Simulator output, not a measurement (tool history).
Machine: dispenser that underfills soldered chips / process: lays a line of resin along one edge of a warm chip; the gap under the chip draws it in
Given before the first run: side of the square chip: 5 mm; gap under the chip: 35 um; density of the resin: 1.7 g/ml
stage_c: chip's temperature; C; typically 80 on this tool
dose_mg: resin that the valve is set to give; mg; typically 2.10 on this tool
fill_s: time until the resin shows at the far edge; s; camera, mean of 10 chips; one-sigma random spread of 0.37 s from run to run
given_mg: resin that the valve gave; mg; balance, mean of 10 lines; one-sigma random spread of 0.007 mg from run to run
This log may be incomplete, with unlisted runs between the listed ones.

run	day	stage_c	dose_mg	fill_s	given_mg
1	0.000	80	2.10	29.1	2.082
2	0.112	80	2.10	32.6	2.078
3	0.308	80	2.10	40.8	2.080
# day 0.375: new syringe of resin
4	0.412	80	2.10	23.5	2.072
5	0.538	80	2.10	26.2	2.082
6	0.662	80	2.66	29.2	2.619
7	0.771	80	2.66	32.5	2.614
8	0.883	80	2.10	38.8	2.061
# day 1.017: new syringe of resin
9	1.050	80	2.10	23.0	2.066
10	1.242	80	2.45	26.9	2.391
11	1.379	80	2.45	31.4	2.401
12	1.542	80	2.65	37.1	2.587
# day 1.650: new syringe of resin
13	1.758	80	2.65	22.8	2.575
14	1.871	80	2.65	26.7	2.567
15	2.079	80	2.65	33.6	2.562
16	2.267	80	2.65	40.1	2.550
# day 2.296: new syringe of resin
17	2.458	92	2.10	14.8	2.019
18	2.654	92	2.10	18.3	2.002

Run 19 has not been measured yet. What should we expect?
19	2.846	92	2.10	?	?

fill_s: 21.7 s
given_mg: 2.021 mg
Minus the tool's unlogged condition, the same run would have read fill_s 11.5 s, given_mg 2.113 mg.

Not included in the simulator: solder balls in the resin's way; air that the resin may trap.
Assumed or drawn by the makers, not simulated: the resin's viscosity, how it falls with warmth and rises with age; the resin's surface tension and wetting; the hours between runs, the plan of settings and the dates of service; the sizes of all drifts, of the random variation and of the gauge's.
